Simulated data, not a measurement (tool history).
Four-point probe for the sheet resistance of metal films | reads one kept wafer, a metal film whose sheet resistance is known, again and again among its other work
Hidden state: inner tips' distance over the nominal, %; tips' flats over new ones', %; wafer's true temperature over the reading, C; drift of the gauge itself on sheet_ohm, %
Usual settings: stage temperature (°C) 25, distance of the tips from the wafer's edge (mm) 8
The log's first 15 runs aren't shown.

run	hour	stage temperature (°C)	distance of the tips from the wafer's edge (mm)	touches since the probe head was changed	hours of work since the stage's thermometer was calibrated	sheet resistance as the instrument gives it (ohm/square)
16	370.3	27	8	50551	1191	0.31933
17	389.7	26	8	51200	1201	0.319875
18	408.8	26	8	51839	1210	0.319796
19	433.3	30	29	52657	1223	0.315804
20	463.9	33	4	53681	1239	0.324775
21	491.7	20	8	54609	1253	0.322019
22	517.6	20	8	55477	1266	0.322031
23	539.2	27	13	56198	1278	0.317745
24	554.9	22	9	56724	1286	0.320786
25	584.8	20	28	57725	1301	0.31958
26	608.1	20	28	58503	1313	0.319625
27	628.4	24	26	59182	1323	0.317996
28	655.1	26	40	60073	1337	0.31704
29	687.6	20	44	61162	1354	0.319364
30	702.8	19	3	61670	1362	0.337512
31	731.5	23	52	62630	1377	0.318229
32	761.1	23	42	63619	1392	0.318165
33	778	20	3	64184	1400	0.337158
34	791.6	30	4	64638	1407	0.325654
35	820.7	34	9	65611	1422	0.316074

Forecast each of these 5 alternatives for the next run:
A	841.9	28	19	66321	1433	?
B	841.9	31	38	66321	1433	?
C	841.9	21	8	66321	1433	?
D	841.9	30	71	66321	1433	?
E	841.9	30	4	66321	1433	?

run	sheet resistance as the instrument gives it (ohm/square)
A	0.316534
B	0.315049
C	0.3215
D	0.315435
E	0.325608
Without the tool's hidden state the same runs would have given:
run	sheet resistance as the instrument gives it (ohm/square)
A	0.317927
B	0.316438
C	0.322909
D	0.316826
E	0.327039
